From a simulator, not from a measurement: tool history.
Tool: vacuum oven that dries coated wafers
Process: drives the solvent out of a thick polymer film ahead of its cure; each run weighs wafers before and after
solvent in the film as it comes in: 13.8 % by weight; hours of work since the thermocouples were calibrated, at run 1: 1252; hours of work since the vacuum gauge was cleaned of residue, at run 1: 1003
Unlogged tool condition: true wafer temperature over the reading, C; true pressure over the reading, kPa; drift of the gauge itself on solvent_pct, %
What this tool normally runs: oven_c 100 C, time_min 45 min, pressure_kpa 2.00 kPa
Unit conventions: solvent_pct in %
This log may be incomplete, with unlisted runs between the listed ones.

| run | hour | oven_c | time_min | pressure_kpa | hours of work since the thermocouples were calibrated | hours of work since the vacuum gauge was cleaned of residue | solvent_pct |
|---|---|---|---|---|---|---|---|
| 1 | 0.0 | 100 | 45 | 2.00 | 1252 | 1003 | 1.14 |
| 2 | 64.1 | 100 | 45 | 2.00 | 1284 | 1034 | 1.14 |
| 3 | 96.9 | 100 | 45 | 2.00 | 1300 | 1050 | 1.16 |
| 4 | 159.1 | 100 | 45 | 2.00 | 1330 | 1080 | 1.11 |
| 5 | 204.6 | 100 | 45 | 2.00 | 1352 | 1103 | 1.14 |
| 6 | 257.4 | 100 | 45 | 2.00 | 1378 | 1129 | 1.15 |
| 7 | 299.3 | 100 | 45 | 2.00 | 1399 | 1149 | 1.15 |
| 8 | 364.9 | 100 | 45 | 2.00 | 1431 | 1181 | 1.16 |
| 9 | 396.3 | 100 | 45 | 2.00 | 1446 | 1196 | 1.14 |
|  | 437.7 | oven's thermocouples calibrated |
| 10 | 463.3 | 112 | 33 | 2.98 | 12 | 1228 | 0.89 |
| 11 | 510.4 | 112 | 33 | 2.98 | 36 | 1251 | 0.87 |
| 12 | 567.7 | 104 | 36 | 7.44 | 64 | 1279 | 2.83 |
| 13 | 608.1 | 86 | 39 | 1.35 | 83 | 1299 | 4.21 |
| 14 | 662.2 | 86 | 70 | 1.20 | 110 | 1326 | 2.20 |
| 15 | 707.2 | 100 | 56 | 2.00 | 132 | 1348 | 1.03 |
| 16 | 765.5 | 98 | 40 | 1.66 | 160 | 1376 | 1.49 |
| 17 | 808.9 | 112 | 48 | 3.25 | 182 | 1397 | 0.90 |
| 18 | 845.2 | 99 | 45 | 2.96 | 199 | 1415 | 1.66 |

What if the next run were any one of these 4? Each begins from the tool's condition after run 18:
| A | 893.0 | 99 | 27 | 4.86 | 223 | 1438 | ? |
| B | 893.0 | 99 | 46 | 4.34 | 223 | 1438 | ? |
| C | 893.0 | 99 | 68 | 2.96 | 223 | 1438 | ? |
| D | 893.0 | 103 | 31 | 3.16 | 223 | 1438 | ? |

| run | solvent_pct |
|---|---|
| A | 3.42 |
| B | 2.17 |
| C | 1.37 |
| D | 1.76 |
Take away the tool's hidden state, keep each run's random variation, and the runs would have read:
| run | solvent_pct |
|---|---|
| A | 3.41 |
| B | 2.11 |
| C | 1.27 |
| D | 1.72 |
